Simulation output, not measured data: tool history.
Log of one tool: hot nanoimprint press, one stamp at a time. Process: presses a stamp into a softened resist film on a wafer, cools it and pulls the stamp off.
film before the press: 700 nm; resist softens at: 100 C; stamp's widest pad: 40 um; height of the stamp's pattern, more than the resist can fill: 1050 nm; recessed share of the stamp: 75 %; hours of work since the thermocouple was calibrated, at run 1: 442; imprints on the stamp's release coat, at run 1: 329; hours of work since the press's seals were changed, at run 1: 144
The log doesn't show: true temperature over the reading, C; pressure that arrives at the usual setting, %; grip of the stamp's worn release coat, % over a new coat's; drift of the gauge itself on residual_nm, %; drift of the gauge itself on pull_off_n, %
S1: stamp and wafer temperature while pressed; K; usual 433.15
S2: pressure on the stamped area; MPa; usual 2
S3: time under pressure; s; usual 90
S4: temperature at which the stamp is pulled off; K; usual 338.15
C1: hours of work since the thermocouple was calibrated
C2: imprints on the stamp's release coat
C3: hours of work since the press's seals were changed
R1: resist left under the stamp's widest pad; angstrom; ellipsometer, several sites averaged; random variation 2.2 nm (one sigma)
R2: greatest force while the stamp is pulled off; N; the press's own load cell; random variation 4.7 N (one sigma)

{"run": 1, "hour": 0.0, "S1": 433.15, "S2": 2, "S3": 90, "S4": 338.15, "C1": 442, "C2": 329, "C3": 144, "R1": 3446, "R2": 230}
{"run": 2, "hour": 30.4, "S1": 433.15, "S2": 2, "S3": 90, "S4": 338.15, "C1": 462, "C2": 421, "C3": 164, "R1": 3443, "R2": 242}
{"run": 3, "hour": 45.5, "S1": 433.15, "S2": 2, "S3": 90, "S4": 335.15, "C1": 472, "C2": 467, "C3": 174, "R1": 3444, "R2": 255}
{"run": 4, "hour": 64.6, "S1": 433.15, "S2": 2, "S3": 90, "S4": 335.15, "C1": 484, "C2": 526, "C3": 186, "R1": 3443, "R2": 241}
{"run": 5, "hour": 96.2, "S1": 433.15, "S2": 2, "S3": 90, "S4": 335.15, "C1": 505, "C2": 622, "C3": 207, "R1": 3437, "R2": 248}
{"run": 6, "hour": 112.4, "S1": 433.15, "S2": 2, "S3": 90, "S4": 335.15, "C1": 515, "C2": 672, "C3": 217, "R1": 3394, "R2": 255}
{"hour": 117.1, "done": "plate thermocouple calibrated"}
{"run": 7, "hour": 135.3, "S1": 433.15, "S2": 2, "S3": 90, "S4": 335.15, "C1": 12, "C2": 733, "C3": 230, "R1": 3300, "R2": 254}
{"run": 8, "hour": 164.1, "S1": 433.15, "S2": 2, "S3": 90, "S4": 338.15, "C1": 30, "C2": 821, "C3": 249, "R1": 3332, "R2": 249}
{"run": 9, "hour": 185.8, "S1": 433.15, "S2": 2, "S3": 90, "S4": 338.15, "C1": 45, "C2": 887, "C3": 263, "R1": 3262, "R2": 255}
{"run": 10, "hour": 204.6, "S1": 433.15, "S2": 2, "S3": 90, "S4": 338.15, "C1": 57, "C2": 944, "C3": 275, "R1": 3272, "R2": 251}
{"hour": 219.3, "done": "plate thermocouple calibrated, once more"}
{"run": 11, "hour": 223.0, "S1": 433.15, "S2": 2, "S3": 90, "S4": 338.15, "C1": 2, "C2": 991, "C3": 285, "R1": 3633, "R2": 259}
{"run": 12, "hour": 248.8, "S1": 433.15, "S2": 2, "S3": 90, "S4": 338.15, "C1": 19, "C2": 1070, "C3": 302, "R1": 3647, "R2": 265}
{"hour": 256.7, "done": "stamp cleaned and given a new release coat"}
{"run": 13, "hour": 269.5, "S1": 433.15, "S2": 2, "S3": 90, "S4": 338.15, "C1": 29, "C2": 39, "C3": 311, "R1": 3622, "R2": 231}
{"run": 14, "hour": 284.0, "S1": 433.15, "S2": 1.82, "S3": 90, "S4": 338.15, "C1": 38, "C2": 83, "C3": 321, "R1": 3812, "R2": 237}
{"run": 15, "hour": 308.3, "S1": 433.15, "S2": 1.82, "S3": 90, "S4": 338.15, "C1": 54, "C2": 157, "C3": 336, "R1": 3818, "R2": 236}
{"run": 16, "hour": 328.2, "S1": 441.15, "S2": 1.4, "S3": 90, "S4": 338.15, "C1": 67, "C2": 218, "C3": 349, "R1": 3419, "R2": 233}
{"run": 17, "hour": 357.4, "S1": 441.15, "S2": 1.4, "S3": 162, "S4": 338.15, "C1": 86, "C2": 307, "C3": 368, "R1": 2909, "R2": 248}
{"run": 18, "hour": 379.3, "S1": 430.15, "S2": 2, "S3": 129, "S4": 338.15, "C1": 100, "C2": 374, "C3": 382, "R1": 3517, "R2": 230}
{"run": 19, "hour": 400.2, "S1": 431.15, "S2": 1.4, "S3": 90, "S4": 338.15, "C1": 113, "C2": 438, "C3": 396, "R1": 4588, "R2": 233}
{"run": 20, "hour": 426.1, "S1": 431.15, "S2": 1.4, "S3": 90, "S4": 338.15, "C1": 130, "C2": 517, "C3": 413, "R1": 4556, "R2": 250}
{"run": 21, "hour": 452.0, "S1": 442.15, "S2": 1.4, "S3": 90, "S4": 330.15, "C1": 147, "C2": 596, "C3": 430, "R1": 3343, "R2": 267}
{"run": 22, "hour": 470.4, "S1": 433.15, "S2": 2, "S3": 90, "S4": 340.15, "C1": 159, "C2": 652, "C3": 441, "R1": 3634, "R2": 251}
{"run": 23, "hour": 493.3, "S1": 433.15, "S2": 2, "S3": 90, "S4": 340.15, "C1": 174, "C2": 722, "C3": 456, "R1": 3562, "R2": 248}
{"run": 24, "hour": 508.1, "S1": 433.15, "S2": 2, "S3": 90, "S4": 340.15, "C1": 183, "C2": 767, "C3": 466, "R1": 3598, "R2": 251}
{"run": 25, "hour": 525.5, "S1": 441.15, "S2": 1.21, "S3": 63, "S4": 330.15, "C1": 195, "C2": 820, "C3": 477, "R1": 4089, "R2": 270}
{"run": 26, "hour": 549.4, "S1": 427.15, "S2": 2.9, "S3": 90, "S4": 326.15, "C1": 210, "C2": 893, "C3": 493, "R1": 3591, "R2": 278}
{"run": 27, "hour": 566.9, "S1": 438.15, "S2": 1.41, "S3": 59, "S4": 323.15, "C1": 222, "C2": 947, "C3": 504, "R1": 4209, "R2": 295}

Forecast run 28:
{"run": 28, "hour": 598.8, "S1": 434.15, "S2": 2, "S3": 82, "S4": 337.15, "C1": 242, "C2": 1044, "C3": 525, "R1": "?", "R2": "?"}

Run 28 gave R1 3540 angstrom, R2 266 N.
Without the tool's hidden state the same run would have given R1 3586 angstrom, R2 233 N.
